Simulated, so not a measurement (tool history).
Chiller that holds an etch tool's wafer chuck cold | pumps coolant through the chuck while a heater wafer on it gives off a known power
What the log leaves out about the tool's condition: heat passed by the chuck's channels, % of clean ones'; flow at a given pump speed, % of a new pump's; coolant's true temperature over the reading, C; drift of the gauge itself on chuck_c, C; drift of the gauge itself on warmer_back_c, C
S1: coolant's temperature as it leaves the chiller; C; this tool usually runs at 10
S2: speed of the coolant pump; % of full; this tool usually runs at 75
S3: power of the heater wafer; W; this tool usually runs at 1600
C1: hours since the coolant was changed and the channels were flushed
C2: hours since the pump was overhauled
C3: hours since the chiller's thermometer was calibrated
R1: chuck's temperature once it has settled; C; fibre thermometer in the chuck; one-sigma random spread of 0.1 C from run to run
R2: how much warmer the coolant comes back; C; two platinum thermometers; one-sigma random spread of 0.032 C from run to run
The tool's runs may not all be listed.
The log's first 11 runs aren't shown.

run 12 hour=768.4 | S1=1 S2=75 S3=1600 | C1=1710 C2=1710 C3=2344 | R1=10.5 R2=3.79
run 13 hour=837.6 | S1=1 S2=75 S3=1600 | C1=1779 C2=1779 C3=2413 | R1=10.6 R2=3.78
run 14 hour=884.8 | S1=1 S2=75 S3=1600 | C1=1826 C2=1826 C3=2460 | R1=10.5 R2=3.8
run 15 hour=964.2 | S1=1 S2=75 S3=1588 | C1=1906 C2=1906 C3=2540 | R1=10.6 R2=3.76
run 16 hour=1040.9 | S1=1 S2=75 S3=1588 | C1=1982 C2=1982 C3=2616 | R1=10.7 R2=3.75
-- hour=1090.1 chiller's thermometer calibrated
run 17 hour=1112.9 | S1=1 S2=75 S3=1588 | C1=2053 C2=2053 C3=23 | R1=10.5 R2=3.78
run 18 hour=1171.3 | S1=1 S2=75 S3=1588 | C1=2112 C2=2112 C3=81 | R1=10.6 R2=3.86
run 19 hour=1220.5 | S1=14 S2=69 S3=1526 | C1=2161 C2=2161 C3=130 | R1=23.7 R2=4.03
run 20 hour=1297.8 | S1=18 S2=80 S3=1526 | C1=2238 C2=2238 C3=208 | R1=26.8 R2=3.45
run 21 hour=1344.6 | S1=18 S2=80 S3=1526 | C1=2285 C2=2285 C3=255 | R1=27 R2=3.47
run 22 hour=1389.1 | S1=16 S2=95 S3=1518 | C1=2330 C2=2330 C3=299 | R1=23.9 R2=2.83
run 23 hour=1446.4 | S1=19 S2=95 S3=1518 | C1=2387 C2=2387 C3=356 | R1=26.8 R2=2.86
run 24 hour=1524 | S1=19 S2=95 S3=1518 | C1=2464 C2=2464 C3=434 | R1=26.8 R2=2.92

What does the tool deliver on the next run?
run 25 hour=1577.5 | S1=3 S2=78 S3=845 | C1=2518 C2=2518 C3=487 | R1=? R2=?

{"run 25": {"R1": 8, "R2": 2.01}}
Had the tool carried no hidden state, the very same run would have given R1 8 C, R2 1.8 C.
